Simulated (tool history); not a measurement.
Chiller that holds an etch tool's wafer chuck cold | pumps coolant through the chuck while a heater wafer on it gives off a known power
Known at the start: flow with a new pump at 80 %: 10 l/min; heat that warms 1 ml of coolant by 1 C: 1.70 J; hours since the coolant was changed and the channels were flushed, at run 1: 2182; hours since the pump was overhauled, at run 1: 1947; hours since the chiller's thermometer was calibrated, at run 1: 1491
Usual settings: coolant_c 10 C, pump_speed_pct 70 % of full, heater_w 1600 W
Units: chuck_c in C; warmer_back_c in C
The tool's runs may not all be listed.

run,hour,coolant_c,pump_speed_pct,heater_w,hours since the coolant was changed and the channels were flushed,hours since the pump was overhauled,hours since the chiller's thermometer was calibrated,chuck_c,warmer_back_c
1,0,10,70,1600,2182,1947,1491,22.7,6.71
2,25.6,10,70,1600,2208,1973,1516,22.9,6.64
3,61.2,10,70,2180,2244,2008,1552,27.5,9.25
4,108,10,70,2180,2290,2055,1599,27.4,9.13
5,131.5,10,70,2180,2314,2079,1622,27.5,9.14
6,160.2,10,70,2180,2343,2107,1651,27.4,9.18
7,192,10,70,2180,2374,2139,1683,27.5,9.13
8,212.5,3,70,2180,2395,2160,1703,20.7,9.23
9,243.2,3,70,2180,2426,2190,1734,20.8,9.13
10,273.3,17,70,1600,2456,2220,1764,30.1,6.71
11,297.8,10,66,1886,2480,2245,1789,26.2,8.46
12,337.8,11,91,1600,2520,2285,1828,21.6,5.19

Forecast each of these 5 alternatives for the next run:
A,363,6,74,1600,2545,2310,1854,?,?
B,363,11,91,1625,2545,2310,1854,?,?
C,363,18,76,1507,2545,2310,1854,?,?
D,363,9,62,1333,2545,2310,1854,?,?
E,363,11,73,837,2545,2310,1854,?,?

run,chuck_c,warmer_back_c
A,18.5,6.34
B,21.8,5.23
C,29.5,5.88
D,21.1,6.36
E,17.5,3.4
Without the tool's hidden state the same runs would have given:
run,chuck_c,warmer_back_c
A,17.3,6.08
B,20.8,5.01
C,28.4,5.64
D,20,6.11
E,17,3.27
